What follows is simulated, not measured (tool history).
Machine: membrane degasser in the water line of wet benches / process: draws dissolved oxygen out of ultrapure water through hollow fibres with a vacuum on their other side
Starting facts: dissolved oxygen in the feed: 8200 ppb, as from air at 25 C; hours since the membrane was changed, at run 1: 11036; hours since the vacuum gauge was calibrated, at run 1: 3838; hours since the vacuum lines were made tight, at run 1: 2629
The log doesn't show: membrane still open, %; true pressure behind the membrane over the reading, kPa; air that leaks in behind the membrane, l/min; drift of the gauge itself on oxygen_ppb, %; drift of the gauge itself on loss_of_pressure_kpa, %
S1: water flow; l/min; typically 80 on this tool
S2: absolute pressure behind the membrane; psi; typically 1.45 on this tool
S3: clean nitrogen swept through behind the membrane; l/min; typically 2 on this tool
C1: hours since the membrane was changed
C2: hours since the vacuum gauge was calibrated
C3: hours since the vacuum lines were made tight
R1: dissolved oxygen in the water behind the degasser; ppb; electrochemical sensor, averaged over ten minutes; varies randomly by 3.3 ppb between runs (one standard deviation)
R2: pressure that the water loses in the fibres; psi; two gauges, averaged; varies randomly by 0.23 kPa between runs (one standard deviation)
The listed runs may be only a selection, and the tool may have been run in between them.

| run | hour | S1 | S2 | S3 | C1 | C2 | C3 | R1 | R2 |
|---|---|---|---|---|---|---|---|---|---|
| 1 | 0 | 80 | 1.45 | 2 | 11036 | 3838 | 2629 | 599.8 | 8.435 |
| 2 | 270.7 | 80 | 1.45 | 2 | 11307 | 4109 | 2900 | 602.2 | 8.412 |
|  | 329 | vacuum gauge calibrated |
| 3 | 421.1 | 80 | 1.45 | 2 | 11457 | 92 | 3049 | 585 | 8.448 |
| 4 | 696.9 | 80 | 1.45 | 2 | 11733 | 368 | 3325 | 581.9 | 8.444 |
| 5 | 873.9 | 80 | 1.45 | 2 | 11910 | 545 | 3502 | 582.4 | 8.469 |
| 6 | 1164.1 | 80 | 1.45 | 2 | 12200 | 835 | 3793 | 580.5 | 8.544 |
| 7 | 1304.8 | 80 | 1.45 | 2 | 12341 | 976 | 3933 | 587.2 | 8.482 |
| 8 | 1537 | 80 | 1.45 | 2 | 12573 | 1208 | 4165 | 580.1 | 8.493 |
| 9 | 1823.3 | 80 | 1.45 | 2 | 12859 | 1494 | 4452 | 583 | 8.48 |
| 10 | 2008.5 | 80 | 1.45 | 2 | 13044 | 1679 | 4637 | 592 | 8.498 |
| 11 | 2218.3 | 80 | 1.45 | 2 | 13254 | 1889 | 4847 | 589.8 | 8.514 |
| 12 | 2394.5 | 80 | 1.45 | 2 | 13430 | 2066 | 5023 | 593.6 | 8.486 |
| 13 | 2595 | 80 | 1.45 | 2 | 13631 | 2266 | 5223 | 598.3 | 8.45 |
| 14 | 2841.4 | 80 | 1.45 | 2 | 13877 | 2512 | 5470 | 592.6 | 8.527 |
| 15 | 3061.7 | 80 | 1.45 | 2 | 14098 | 2733 | 5690 | 601.2 | 8.47 |
| 16 | 3330.1 | 67 | 1.45 | 2 | 14366 | 3001 | 5959 | 509 | 7.101 |
| 17 | 3520.9 | 108 | 1.77 | 2 | 14557 | 3192 | 6149 | 955.5 | 11.446 |
| 18 | 3723 | 108 | 1.77 | 2 | 14759 | 3394 | 6351 | 968.4 | 11.487 |
| 19 | 3927.4 | 112 | 1.45 | 5.69 | 14963 | 3598 | 6556 | 429.3 | 11.921 |
| 20 | 4153.8 | 84 | 2.87 | 2 | 15190 | 3825 | 6782 | 1291.1 | 8.966 |
| 21 | 4427 | 84 | 1.02 | 2 | 15463 | 4098 | 7055 | 405.1 | 8.953 |
|  | 4492.4 | vacuum gauge calibrated |
| 22 | 4731.7 | 80 | 2.8 | 2.5 | 15767 | 239 | 7360 | 1027.7 | 8.504 |
| 23 | 4993 | 109 | 1.45 | 1.25 | 16028 | 501 | 7621 | 1000.9 | 11.755 |
| 24 | 5168.5 | 80 | 1.45 | 3.82 | 16204 | 676 | 7796 | 379.7 | 8.52 |
| 25 | 5473.7 | 80 | 2.45 | 0.81 | 16509 | 981 | 8102 | 1810.7 | 8.601 |
| 26 | 5770.2 | 80 | 2.47 | 0.81 | 16806 | 1278 | 8398 | 1841.1 | 8.591 |
| 27 | 5969.1 | 78 | 1.45 | 1.67 | 17004 | 1477 | 8597 | 652.4 | 8.363 |
| 28 | 6175.5 | 91 | 2.51 | 0.85 | 17211 | 1683 | 8803 | 1973.2 | 9.822 |
|  | 6428.3 | seals of the vacuum lines changed |
| 29 | 6484.1 | 91 | 2.51 | 0.85 | 17518 | 1990 | 56 | 1992.1 | 9.699 |
| 30 | 6625.8 | 91 | 2.51 | 0.85 | 17659 | 2131 | 197 | 1998.4 | 9.813 |
| 31 | 6842.2 | 80 | 1.75 | 2 | 17876 | 2348 | 414 | 743.4 | 8.53 |

Hidden condition of the tool, last listed run before each entry between runs versus first listed run after:
Logged between run 2 and run 3: vacuum gauge calibrated (hour 329)
  membrane still open, %: 96.6 -> 96.5; true pressure behind the membrane over the reading, kPa: 0.26 -> -0.02; air that leaks in behind the membrane, l/min: 0.0066 -> 0.0068
  measured value less the no-hidden-state value, R1: +28.2 -> +8.9 ppb; R2: +0.289 -> +0.293 psi
Logged between run 21 and run 22: vacuum gauge calibrated (hour 4492.4)
  membrane still open, %: 95.4 -> 95.3; true pressure behind the membrane over the reading, kPa: 0.23 -> -0.03; air that leaks in behind the membrane, l/min: 0.012 -> 0.0125
  measured value less the no-hidden-state value, R1: +33.5 -> +12.2 ppb; R2: +0.416 -> +0.403 psi
Logged between run 28 and run 29: seals of the vacuum lines changed (hour 6428.3)
  membrane still open, %: 94.8 -> 94.7; true pressure behind the membrane over the reading, kPa: 0.06 -> 0.08; air that leaks in behind the membrane, l/min: 0.0143 -> 0.0033
  measured value less the no-hidden-state value, R1: +14.7 -> +22.2 ppb; R2: +0.509 -> +0.513 psi
